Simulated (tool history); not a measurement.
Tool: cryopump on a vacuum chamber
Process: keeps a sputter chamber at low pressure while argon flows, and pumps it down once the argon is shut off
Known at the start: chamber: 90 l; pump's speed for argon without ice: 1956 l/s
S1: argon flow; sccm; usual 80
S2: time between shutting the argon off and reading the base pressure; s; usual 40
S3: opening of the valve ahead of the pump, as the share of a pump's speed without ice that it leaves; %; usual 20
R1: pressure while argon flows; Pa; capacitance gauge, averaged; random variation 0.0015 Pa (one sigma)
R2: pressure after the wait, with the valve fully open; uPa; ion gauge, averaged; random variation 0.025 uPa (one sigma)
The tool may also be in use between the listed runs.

run,hour,S1,S2,S3,R1,R2
1,0,80,40,20,0.3619,1.7
2,31.8,43,40,20,0.1963,1.7
3,80,43,40,20,0.1991,1.82
4,129.4,80,40,20,0.368,1.86
5,182,80,40,20,0.3701,1.78
6,220.3,59,288,19,0.2874,1.16
7,254.5,71,43,38,0.1871,1.96
8,300.5,32,104,31,0.1028,1.5
# hour 330.6: leaking fittings of the chamber tightened, without venting
9,351,32,104,31,0.1026,0.56
10,395.5,51,40,15,0.3179,1.15

Forecast each of these 3 alternatives for the next run:
# hour 418.2: pump warmed up, emptied and cooled again
A,432.8,122,48,15,?,?
# hour 418.2: pump warmed up, emptied and cooled again
B,432.8,74,165,19,?,?
# hour 418.2: pump warmed up, emptied and cooled again
C,432.8,112,197,30,?,?

run,R1,R2
A,0.7012,0.96
B,0.3386,0.45
C,0.3249,0.36
Without the tool's hidden state the same runs would have given:
run,R1,R2
A,0.6996,0.91
B,0.3376,0.4
C,0.3233,0.32
